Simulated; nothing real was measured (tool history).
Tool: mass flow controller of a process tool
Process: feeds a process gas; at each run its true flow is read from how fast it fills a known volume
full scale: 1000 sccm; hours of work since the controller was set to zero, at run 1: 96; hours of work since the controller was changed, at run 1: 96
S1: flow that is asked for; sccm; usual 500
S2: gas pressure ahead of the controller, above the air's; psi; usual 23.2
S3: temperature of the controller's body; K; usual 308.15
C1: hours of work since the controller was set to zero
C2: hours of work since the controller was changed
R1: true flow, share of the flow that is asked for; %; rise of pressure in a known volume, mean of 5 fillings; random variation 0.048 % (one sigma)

run	hour	S1	S2	S3	C1	C2	R1
1	0	500	23.2	308.15	96	96	97.34
2	83.6	500	23.2	308.15	127	127	97.31
3	145.8	500	40.6	308.15	150	150	96.98
4	194	500	23.2	301.15	168	168	98.02
5	268.4	500	30	308.15	195	195	97.23
6	325.3	500	30	308.15	217	217	97.19
7	383.2	500	30	308.15	238	238	97.06
8	463.4	500	30	308.15	268	268	97.16
9	547.4	500	30	308.15	299	299	97.06
10	620	500	30	304.15	326	326	97.55
11	681.6	500	30	304.15	349	349	97.59
12	749.3	500	23.2	308.15	374	374	97.3
13	789.1	500	23.2	308.15	389	389	97.32
14	858.5	500	23.2	308.15	415	415	97.22
15	917.4	500	23.2	308.15	437	437	97.32
16	965.8	953	23.2	308.15	455	455	98.86
17	1053.9	953	23.2	308.15	487	487	98.87
18	1127.9	953	23.2	308.15	515	515	98.9
19	1224	953	23.2	308.15	550	550	98.94
20	1279	953	23.2	308.15	571	571	98.91
21	1320.4	101	28	296.15	586	586	96.57
# hour 1324.8: controller's zero set anew
22	1404.2	101	28	296.15	30	617	96.41
23	1495.6	101	36.1	296.15	63	651	96.15
24	1583	847	27.3	305.15	96	684	98.82
# hour 1625.6: controller's zero set anew, once more
25	1640.7	500	22	301.15	6	705	98.28
26	1729	642	23.2	295.15	38	738	99.33
27	1815.4	115	30.9	301.15	71	770	96.69
28	1900	500	22.3	308.15	102	801	97.49
29	1970.9	500	25.5	296.15	128	827	98.69
30	2044.4	500	25.5	296.15	156	855	98.75
31	2128	499	29.6	297.15	187	886	98.47
32	2202	499	23.8	307.15	214	913	97.47
33	2253.2	170	40	295.15	233	932	97.28
34	2343.7	141	23.2	308.15	267	966	96.04
35	2439.3	318	20.3	296.15	302	1001	98.06
36	2525.3	127	32.5	296.15	334	1033	96.96
37	2611.6	857	23.2	298.15	366	1065	99.66

Forecast each of these 3 alternatives for the next run:
A	2687	417	35.5	308.15	394	1093	?
B	2687	168	32.8	312.15	394	1093	?
C	2687	638	23.2	308.15	394	1093	?

run	R1
A	96.9
B	95.39
C	97.82
Without the tool's hidden state the same runs would have given:
run	R1
A	96.88
B	95.55
C	97.76
